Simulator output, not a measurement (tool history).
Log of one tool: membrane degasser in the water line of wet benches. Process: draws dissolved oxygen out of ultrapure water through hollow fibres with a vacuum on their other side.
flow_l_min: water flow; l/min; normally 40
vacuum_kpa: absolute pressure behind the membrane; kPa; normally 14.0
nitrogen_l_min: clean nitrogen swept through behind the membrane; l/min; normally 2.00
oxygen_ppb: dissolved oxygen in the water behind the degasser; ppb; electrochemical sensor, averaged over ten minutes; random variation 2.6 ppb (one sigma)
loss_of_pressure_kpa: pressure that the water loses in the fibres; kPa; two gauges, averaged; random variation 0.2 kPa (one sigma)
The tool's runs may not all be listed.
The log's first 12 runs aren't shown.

| run | hour | flow_l_min | vacuum_kpa | nitrogen_l_min | oxygen_ppb | loss_of_pressure_kpa |
|---|---|---|---|---|---|---|
| 13 | 846.1 | 40 | 14.0 | 2.01 | 459.6 | 41.88 |
| 14 | 935.5 | 40 | 14.0 | 2.01 | 460.3 | 41.58 |
| 15 | 1018.2 | 26 | 14.0 | 2.00 | 313.9 | 26.98 |
| 16 | 1061.6 | 26 | 14.0 | 2.00 | 312.1 | 27.12 |
| 17 | 1107.2 | 61 | 16.0 | 1.13 | 1176.9 | 63.91 |
| 18 | 1157.4 | 63 | 28.0 | 1.13 | 2077.3 | 65.59 |
| 19 | 1219.1 | 41 | 23.3 | 3.25 | 566.1 | 42.78 |
| 20 | 1277.8 | 40 | 10.7 | 2.00 | 327.2 | 41.91 |
| 21 | 1325.8 | 57 | 21.9 | 1.69 | 1158.8 | 59.81 |
| 22 | 1388.4 | 57 | 21.9 | 1.69 | 1146.6 | 59.34 |
| 23 | 1485.6 | 57 | 21.9 | 1.69 | 1167.2 | 59.63 |
| 24 | 1565.0 | 38 | 21.0 | 1.09 | 1130.3 | 39.85 |
| 25 | 1624.9 | 37 | 14.0 | 3.49 | 263.9 | 38.66 |
|  | 1656.3 | seals of the vacuum lines changed |
| 26 | 1699.4 | 48 | 14.0 | 3.49 | 334.5 | 49.96 |
| 27 | 1789.7 | 48 | 14.0 | 3.49 | 339.4 | 49.88 |
| 28 | 1847.3 | 48 | 14.0 | 3.49 | 336.7 | 50.53 |
| 29 | 1888.2 | 48 | 14.0 | 3.49 | 340.7 | 49.81 |
| 30 | 1982.3 | 55 | 13.2 | 2.09 | 548.3 | 57.56 |

Forecast run 31:
| 31 | 2066.8 | 55 | 13.2 | 2.09 | ? | ? |

Run 31 produced oxygen_ppb 544.5 ppb, loss_of_pressure_kpa 57.41 kPa.
If the tool had no hidden condition, the same run with the same run-to-run variation would have returned oxygen_ppb 544.3 ppb, loss_of_pressure_kpa 57.37 kPa.

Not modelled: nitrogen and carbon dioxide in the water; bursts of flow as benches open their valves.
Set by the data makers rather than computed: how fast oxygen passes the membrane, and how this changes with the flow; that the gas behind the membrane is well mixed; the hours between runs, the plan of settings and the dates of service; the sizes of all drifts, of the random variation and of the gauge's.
